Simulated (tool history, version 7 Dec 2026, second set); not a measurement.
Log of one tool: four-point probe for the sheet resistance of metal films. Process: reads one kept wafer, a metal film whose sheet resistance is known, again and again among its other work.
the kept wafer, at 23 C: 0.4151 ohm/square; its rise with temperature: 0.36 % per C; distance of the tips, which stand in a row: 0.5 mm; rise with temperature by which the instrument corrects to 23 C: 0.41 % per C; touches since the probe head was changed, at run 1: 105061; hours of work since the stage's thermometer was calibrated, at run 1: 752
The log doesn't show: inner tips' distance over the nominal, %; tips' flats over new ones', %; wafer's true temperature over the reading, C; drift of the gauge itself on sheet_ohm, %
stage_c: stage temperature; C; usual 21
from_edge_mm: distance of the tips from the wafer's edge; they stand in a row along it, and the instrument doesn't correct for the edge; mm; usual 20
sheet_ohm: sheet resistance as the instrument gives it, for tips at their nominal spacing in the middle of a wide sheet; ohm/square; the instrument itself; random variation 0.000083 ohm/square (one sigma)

run      day  stage_c  from_edge_mm  touches since the probe head was changed  hours of work since the stage's thermometer was calibrated  sheet_ohm
  1    0.000       21            20                                    105061                                                         752   0.415670
  2    3.488       21            20                                    107255                                                         806   0.415709
  3    6.321       21            20                                    109041                                                         849   0.415585
  4   10.275       23            20                                    111529                                                         910   0.415305
  5   12.100       23            20                                    112678                                                         938   0.415233
  6   14.804       23            20                                    114380                                                         979   0.415160
  7   19.146       34            20                                    117114                                                        1046   0.413104
  8   21.100       28            20                                    118343                                                        1076   0.414395
  9   25.346       21             8                                    121015                                                        1141   0.416400
 10   28.729       21             8                                    123145                                                        1193   0.416371
 11   30.925       21             8                                    124526                                                        1226   0.416266
 12   34.438       20            20                                    126739                                                        1280   0.415662
 13   37.550       20            20                                    128697                                                        1328   0.415726
 14   39.596       20            20                                    129987                                                        1360   0.415975
 15   41.954       20             3                                    131470                                                        1396   0.421769
 16   45.317       20             3                                    133587                                                        1447   0.421922
 17   49.217       20             3                                    136042                                                        1507   0.421738
 18   53.521       20             3                                    138752                                                        1573   0.421926
 19   56.142       21            20                                    140400                                                        1613   0.415693
 20   59.129       21            20                                    142282                                                        1659   0.415469
 21   60.983       21            20                                    143449                                                        1688   0.415737
 22   64.475       21            20                                    145647                                                        1741   0.415612
 23   68.225       21            20                                    148008                                                        1799   0.415724
 24   71.504       20            40                                    150070                                                        1849   0.415781
 25   74.808       21             8                                    152151                                                        1900   0.416460
 26   77.958       21             8                                    154134                                                        1948   0.416352
 27   80.642       21            20                                    155823                                                        1989   0.415716
 28   85.154       21            20                                    158664                                                        2059   0.415580
 29   89.167       21            20                                    161190                                                        2120   0.415825
 30   92.442       21            56                                    163251                                                        2170   0.415531
 31   96.721       20             5                                    165945                                                        2236   0.417873
 32  100.912       20             5                                    168582                                                        2300   0.418051
 33  103.575       20             5                                    170259                                                        2341   0.418058
     103.962  -- stage's thermometer calibrated
 34  106.838       20            59                                    172299                                                          44   0.415713
 35  109.988       20            59                                    174282                                                          92   0.415693
 36  112.133       21             8                                    175634                                                         125   0.416397
 37  114.792       25             3                                    177307                                                         166   0.420753
 38  119.304       24             4                                    180148                                                         235   0.418265
 39  121.200       20             4                                    181340                                                         264   0.419329
 40  123.983       31            61                                    183093                                                         307   0.413645
 41  127.725       24            39                                    185447                                                         365   0.414911
 42  131.254       24            39                                    187670                                                         419   0.414963
 43  133.567       24            39                                    189125                                                         454   0.415018
 44  138.050       24            39                                    191947                                                         523   0.414835
 45  140.621       24            39                                    193566                                                         562   0.414991
 46  142.792       23             7                                    194930                                                         596   0.416156

How the hidden state differs across the entries between the runs, from the last listed run before each to the first after it:
Between runs 33 and 34: stage's thermometer calibrated (day 103.962)
  wafer's true temperature over the reading, C: -0.01 -> 0
